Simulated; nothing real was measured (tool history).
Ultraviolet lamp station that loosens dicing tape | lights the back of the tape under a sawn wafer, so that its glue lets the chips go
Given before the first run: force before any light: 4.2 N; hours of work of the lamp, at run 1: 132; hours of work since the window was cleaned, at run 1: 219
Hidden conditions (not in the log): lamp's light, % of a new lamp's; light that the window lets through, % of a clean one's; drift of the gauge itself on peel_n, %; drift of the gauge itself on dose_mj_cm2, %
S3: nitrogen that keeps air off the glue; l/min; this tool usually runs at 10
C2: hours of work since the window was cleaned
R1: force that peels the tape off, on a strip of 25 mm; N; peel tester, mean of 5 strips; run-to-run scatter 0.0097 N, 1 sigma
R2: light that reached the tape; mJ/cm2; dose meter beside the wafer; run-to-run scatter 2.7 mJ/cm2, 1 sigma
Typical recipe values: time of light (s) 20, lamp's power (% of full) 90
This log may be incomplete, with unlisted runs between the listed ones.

{"run": 1, "hour": 0.0, "time of light (s)": 20, "lamp's power (% of full)": 90, "S3": 10, "hours of work of the lamp": 132, "C2": 219, "R1": 0.48, "R2": 333}
{"hour": 47.0, "done": "window cleaned of glue's vapour"}
{"run": 2, "hour": 47.2, "time of light (s)": 20, "lamp's power (% of full)": 90, "S3": 10, "hours of work of the lamp": 166, "C2": 0, "R1": 0.506, "R2": 310}
{"run": 3, "hour": 92.1, "time of light (s)": 20, "lamp's power (% of full)": 90, "S3": 10, "hours of work of the lamp": 199, "C2": 33, "R1": 0.533, "R2": 309}
{"run": 4, "hour": 143.0, "time of light (s)": 20, "lamp's power (% of full)": 90, "S3": 10, "hours of work of the lamp": 236, "C2": 70, "R1": 0.571, "R2": 300}
{"run": 5, "hour": 209.5, "time of light (s)": 20, "lamp's power (% of full)": 90, "S3": 10, "hours of work of the lamp": 284, "C2": 118, "R1": 0.583, "R2": 294}
{"hour": 258.5, "done": "window cleaned of glue's vapour, once more"}
{"run": 6, "hour": 258.5, "time of light (s)": 20, "lamp's power (% of full)": 90, "S3": 15, "hours of work of the lamp": 319, "C2": 0, "R1": 0.43, "R2": 326}
{"run": 7, "hour": 288.0, "time of light (s)": 20, "lamp's power (% of full)": 90, "S3": 4, "hours of work of the lamp": 341, "C2": 21, "R1": 0.651, "R2": 322}
{"run": 8, "hour": 337.2, "time of light (s)": 20, "lamp's power (% of full)": 90, "S3": 6, "hours of work of the lamp": 376, "C2": 57, "R1": 0.608, "R2": 319}
{"run": 9, "hour": 376.3, "time of light (s)": 20, "lamp's power (% of full)": 90, "S3": 10, "hours of work of the lamp": 405, "C2": 86, "R1": 0.509, "R2": 315}
{"run": 10, "hour": 434.8, "time of light (s)": 20, "lamp's power (% of full)": 90, "S3": 10, "hours of work of the lamp": 447, "C2": 128, "R1": 0.552, "R2": 308}
{"run": 11, "hour": 485.2, "time of light (s)": 20, "lamp's power (% of full)": 90, "S3": 10, "hours of work of the lamp": 484, "C2": 165, "R1": 0.58, "R2": 296}
{"run": 12, "hour": 544.2, "time of light (s)": 20, "lamp's power (% of full)": 98, "S3": 10, "hours of work of the lamp": 527, "C2": 207, "R1": 0.508, "R2": 319}
{"run": 13, "hour": 577.8, "time of light (s)": 20, "lamp's power (% of full)": 90, "S3": 10, "hours of work of the lamp": 551, "C2": 232, "R1": 0.584, "R2": 286}
{"hour": 608.8, "done": "window cleaned of glue's vapour"}
{"run": 14, "hour": 647.9, "time of light (s)": 20, "lamp's power (% of full)": 90, "S3": 18, "hours of work of the lamp": 602, "C2": 28, "R1": 0.52, "R2": 290}
{"run": 15, "hour": 709.3, "time of light (s)": 20, "lamp's power (% of full)": 90, "S3": 18, "hours of work of the lamp": 646, "C2": 73, "R1": 0.507, "R2": 286}
{"run": 16, "hour": 756.7, "time of light (s)": 20, "lamp's power (% of full)": 90, "S3": 10, "hours of work of the lamp": 681, "C2": 107, "R1": 0.64, "R2": 278}
{"run": 17, "hour": 823.4, "time of light (s)": 20, "lamp's power (% of full)": 90, "S3": 10, "hours of work of the lamp": 729, "C2": 156, "R1": 0.681, "R2": 276}
{"run": 18, "hour": 869.2, "time of light (s)": 20, "lamp's power (% of full)": 90, "S3": 10, "hours of work of the lamp": 762, "C2": 189, "R1": 0.667, "R2": 262}
{"run": 19, "hour": 940.1, "time of light (s)": 20, "lamp's power (% of full)": 90, "S3": 10, "hours of work of the lamp": 814, "C2": 241, "R1": 0.689, "R2": 258}
{"hour": 959.8, "done": "window cleaned of glue's vapour"}
{"run": 20, "hour": 991.6, "time of light (s)": 20, "lamp's power (% of full)": 90, "S3": 10, "hours of work of the lamp": 851, "C2": 23, "R1": 0.646, "R2": 267}
{"run": 21, "hour": 1044.9, "time of light (s)": 16, "lamp's power (% of full)": 75, "S3": 10, "hours of work of the lamp": 890, "C2": 62, "R1": 1.186, "R2": 174}
{"run": 22, "hour": 1108.5, "time of light (s)": 16, "lamp's power (% of full)": 75, "S3": 8, "hours of work of the lamp": 936, "C2": 108, "R1": 1.251, "R2": 168}
{"run": 23, "hour": 1168.6, "time of light (s)": 16, "lamp's power (% of full)": 75, "S3": 8, "hours of work of the lamp": 980, "C2": 152, "R1": 1.331, "R2": 163}
{"run": 24, "hour": 1204.5, "time of light (s)": 28, "lamp's power (% of full)": 97, "S3": 6, "hours of work of the lamp": 1006, "C2": 178, "R1": 0.471, "R2": 359}
{"run": 25, "hour": 1234.8, "time of light (s)": 13, "lamp's power (% of full)": 66, "S3": 6, "hours of work of the lamp": 1028, "C2": 200, "R1": 1.928, "R2": 112}
{"run": 26, "hour": 1288.0, "time of light (s)": 13, "lamp's power (% of full)": 66, "S3": 6, "hours of work of the lamp": 1066, "C2": 238, "R1": 1.988, "R2": 107}
{"hour": 1309.9, "done": "window cleaned of glue's vapour"}
{"run": 27, "hour": 1357.1, "time of light (s)": 10, "lamp's power (% of full)": 72, "S3": 10, "hours of work of the lamp": 1116, "C2": 34, "R1": 2.194, "R2": 97}
{"run": 28, "hour": 1388.6, "time of light (s)": 20, "lamp's power (% of full)": 90, "S3": 4, "hours of work of the lamp": 1139, "C2": 57, "R1": 1.033, "R2": 236}
{"hour": 1408.3, "done": "lamp changed"}
{"run": 29, "hour": 1428.8, "time of light (s)": 20, "lamp's power (% of full)": 77, "S3": 4, "hours of work of the lamp": 15, "C2": 86, "R1": 0.751, "R2": 294}
{"run": 30, "hour": 1487.7, "time of light (s)": 38, "lamp's power (% of full)": 65, "S3": 15, "hours of work of the lamp": 58, "C2": 128, "R1": 0.279, "R2": 464}
{"run": 31, "hour": 1518.8, "time of light (s)": 38, "lamp's power (% of full)": 65, "S3": 15, "hours of work of the lamp": 80, "C2": 151, "R1": 0.282, "R2": 467}
{"run": 32, "hour": 1570.8, "time of light (s)": 28, "lamp's power (% of full)": 86, "S3": 11, "hours of work of the lamp": 118, "C2": 189, "R1": 0.308, "R2": 439}
{"run": 33, "hour": 1613.3, "time of light (s)": 12, "lamp's power (% of full)": 65, "S3": 12, "hours of work of the lamp": 149, "C2": 220, "R1": 1.447, "R2": 135}
{"hour": 1662.6, "done": "window cleaned of glue's vapour"}
{"run": 34, "hour": 1670.3, "time of light (s)": 12, "lamp's power (% of full)": 65, "S3": 9, "hours of work of the lamp": 190, "C2": 6, "R1": 1.534, "R2": 141}
{"run": 35, "hour": 1726.2, "time of light (s)": 18, "lamp's power (% of full)": 93, "S3": 7, "hours of work of the lamp": 231, "C2": 46, "R1": 0.596, "R2": 299}
{"run": 36, "hour": 1761.4, "time of light (s)": 20, "lamp's power (% of full)": 100, "S3": 7, "hours of work of the lamp": 256, "C2": 72, "R1": 0.485, "R2": 357}
{"run": 37, "hour": 1820.8, "time of light (s)": 20, "lamp's power (% of full)": 100, "S3": 7, "hours of work of the lamp": 299, "C2": 115, "R1": 0.475, "R2": 345}

Alternative continuations, all from the tool just after run 37; predict every row:
{"run": "A", "hour": 1893.4, "time of light (s)": 15, "lamp's power (% of full)": 66, "S3": 15, "hours of work of the lamp": 352, "C2": 168, "R1": "?", "R2": "?"}
{"run": "B", "hour": 1893.4, "time of light (s)": 17, "lamp's power (% of full)": 71, "S3": 11, "hours of work of the lamp": 352, "C2": 168, "R1": "?", "R2": "?"}
{"run": "C", "hour": 1893.4, "time of light (s)": 29, "lamp's power (% of full)": 90, "S3": 10, "hours of work of the lamp": 352, "C2": 168, "R1": "?", "R2": "?"}
{"run": "D", "hour": 1893.4, "time of light (s)": 14, "lamp's power (% of full)": 86, "S3": 7, "hours of work of the lamp": 352, "C2": 168, "R1": "?", "R2": "?"}

run=A R1=1.117 R2=168
run=B R1=0.973 R2=206
run=C R1=0.309 R2=443
run=D R1=1.085 R2=200
With the hidden condition removed and each run's random variation left untouched, the same runs would have given:
run=A R1=0.891 R2=201
run=B R1=0.76 R2=246
run=C R1=0.254 R2=530
run=D R1=0.858 R2=240
